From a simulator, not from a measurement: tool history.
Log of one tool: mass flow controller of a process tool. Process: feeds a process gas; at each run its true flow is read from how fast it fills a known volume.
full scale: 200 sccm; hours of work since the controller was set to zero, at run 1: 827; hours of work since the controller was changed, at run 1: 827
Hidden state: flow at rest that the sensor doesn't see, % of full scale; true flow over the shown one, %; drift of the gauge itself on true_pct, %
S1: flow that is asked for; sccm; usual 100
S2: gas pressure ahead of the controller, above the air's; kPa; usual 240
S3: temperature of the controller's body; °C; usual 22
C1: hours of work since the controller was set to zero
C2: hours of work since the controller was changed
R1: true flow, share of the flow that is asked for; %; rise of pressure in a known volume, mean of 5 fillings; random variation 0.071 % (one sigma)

run	day	S1	S2	S3	C1	C2	R1
1	0	100	240	22	827	827	99.35
2	1.571	100	240	22	850	850	99.3
3	4.142	100	178	22	888	888	99.14
4	7.188	100	240	22	933	933	99.43
5	9.896	100	240	22	973	973	99.35
6	12.292	100	240	22	1009	1009	99.38
7	15.538	100	240	22	1057	1057	99.32
8	18.138	100	240	40	1095	1095	97.75
9	20.888	100	151	22	1136	1136	98.97
10	23.346	100	151	22	1172	1172	99.01
11	25.258	100	240	22	1201	1201	99.35
12	28.475	100	240	22	1248	1248	99.37
13	31.654	100	240	22	1295	1295	99.52
14	33.242	100	240	22	1319	1319	99.51
# day 33.554: controller's zero set anew
15	35.633	100	240	22	31	1354	99.7
16	38.146	27	240	22	68	1391	101.05
17	40.704	27	240	22	106	1429	101.28
18	42.592	27	240	22	134	1457	101.11
19	44.7	27	240	22	165	1488	101.15
20	46.825	27	240	22	196	1520	101.05
21	49.292	27	240	23	233	1556	101.16
# day 51.054: controller's zero set anew, once more
22	51.754	27	240	23	10	1592	98.41
23	54.729	27	240	23	54	1636	98.63
24	56.221	100	240	22	77	1658	99.02
25	57.979	100	240	31	103	1684	98.19
26	60.433	100	240	31	139	1721	98.11
27	62.738	100	240	31	173	1755	98
28	66.029	100	240	31	222	1804	98.17
29	69.321	100	240	31	270	1852	98.08
30	70.754	102	165	35	292	1874	97.54
31	72.083	127	240	22	311	1893	99.09
32	74.171	25	240	36	342	1924	97.45
33	76.362	25	240	36	375	1957	97.39
34	77.992	100	240	24	399	1981	98.73
35	79.638	100	240	30	423	2005	98.11
36	81.208	24	147	21	446	2028	98.76
37	82.617	24	147	21	467	2049	98.79
38	85.029	35	171	30	503	2085	97.8
39	88.246	70	166	28	551	2133	97.95
40	90.154	70	183	36	579	2161	97.34
41	91.65	78	178	31	601	2183	97.74
42	94.454	78	178	31	643	2224	97.78
43	96.646	78	178	31	675	2257	97.88
44	99.596	44	161	40	719	2301	96.84
45	101.7	58	172	22	750	2332	98.61
46	104.192	100	201	22	787	2369	98.85
47	106.371	119	165	22	819	2401	98.76
48	109.246	119	165	22	862	2443	98.68

4 ways to go on from here, each from the tool as it stands after run 48. What would each give?
A	111.242	167	217	26	891	2473	?
B	111.242	119	193	24	891	2473	?
C	111.242	119	142	22	891	2473	?
D	111.242	21	165	22	891	2473	?

run	R1
A	98.91
B	98.76
C	98.77
D	99.4
Without the tool's hidden state the same runs would have given:
run	R1
A	99.59
B	99.36
C	99.36
D	98.64
